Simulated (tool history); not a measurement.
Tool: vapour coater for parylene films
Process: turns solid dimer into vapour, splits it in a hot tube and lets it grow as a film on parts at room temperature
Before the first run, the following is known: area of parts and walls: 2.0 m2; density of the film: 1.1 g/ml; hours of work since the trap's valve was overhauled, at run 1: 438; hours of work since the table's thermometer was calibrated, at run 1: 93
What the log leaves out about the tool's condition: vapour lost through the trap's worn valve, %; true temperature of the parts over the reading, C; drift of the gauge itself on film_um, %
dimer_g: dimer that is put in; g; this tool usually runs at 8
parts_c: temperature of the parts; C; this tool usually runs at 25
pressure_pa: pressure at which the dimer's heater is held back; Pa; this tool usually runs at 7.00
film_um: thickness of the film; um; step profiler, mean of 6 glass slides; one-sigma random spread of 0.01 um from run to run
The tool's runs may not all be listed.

run	hour	dimer_g	parts_c	pressure_pa	hours of work since the trap's valve was overhauled	hours of work since the table's thermometer was calibrated	film_um
1	0.0	8	25	7.00	438	93	1.65
2	9.8	8	25	7.00	442	98	1.63
3	19.5	8	25	7.00	447	103	1.60
4	37.7	8	25	7.00	456	111	1.62
5	48.8	8	25	7.00	461	116	1.65
6	65.8	8	25	7.00	469	124	1.63
7	73.1	8	25	7.00	472	128	1.63
8	85.4	8	25	7.00	478	134	1.63
9	102.6	8	25	7.00	486	142	1.62
10	116.5	4	25	7.00	493	148	0.83
11	132.1	5	25	7.00	500	156	1.01
12	147.8	8	26	7.00	507	163	1.57
13	157.9	8	26	7.00	512	168	1.54
14	174.2	8	26	7.00	520	175	1.55
15	192.3	8	26	7.00	528	184	1.54
16	199.6	8	26	7.00	532	187	1.54
17	208.5	8	26	7.00	536	192	1.55
18	226.7	8	26	7.00	545	200	1.54
19	236.9	4	25	7.00	549	205	0.81
20	253.3	4	25	7.00	557	213	0.81
21	270.4	4	25	7.00	565	221	0.80
22	279.5	4	25	7.00	569	225	0.81
23	296.1	4	25	7.00	577	233	0.80
24	309.6	8	28	7.00	584	239	1.42
25	327.7	8	28	7.00	592	248	1.40
26	342.1	9	19	3.37	599	254	2.61
# hour 348.5: trap's valve overhauled
27	355.3	6	33	3.37	3	259	1.05
28	364.4	6	33	3.37	8	263	1.02
29	382.7	6	26	3.26	16	272	1.38
30	399.5	6	23	6.00	24	280	1.43
31	410.2	6	23	4.29	29	285	1.51
32	420.6	6	25	2.17	34	290	1.55
33	437.0	6	25	2.17	42	297	1.54
34	446.8	14	32	6.05	46	302	2.28
35	455.8	8	25	4.13	51	306	1.86
36	473.4	8	25	4.13	59	314	1.87
37	483.3	8	21	7.00	64	319	2.04
38	494.6	10	25	8.28	69	324	2.10
39	505.9	9	19	9.36	74	330	2.38
40	519.5	9	19	9.36	81	336	2.38
41	534.9	5	27	7.53	88	343	0.97
42	549.9	6	19	3.30	95	350	1.87
43	557.7	8	25	6.55	99	354	1.74
44	570.4	8	25	6.55	105	360	1.73
45	579.7	8	19	6.55	109	364	2.24
46	592.1	10	19	6.55	115	370	2.78
47	600.4	8	21	6.55	119	374	2.04

Alternative continuations, all from the tool just after run 47; predict every row:
A	614.4	4	31	5.19	125	381	?
B	614.4	4	18	2.56	125	381	?
C	614.4	6	26	7.57	125	381	?
D	614.4	10	27	2.53	125	381	?

run	film_um
A	0.70
B	1.35
C	1.22
D	2.30
Take away the tool's hidden state, keep each run's random variation, and the runs would have read:
run	film_um
A	0.70
B	1.35
C	1.22
D	2.30
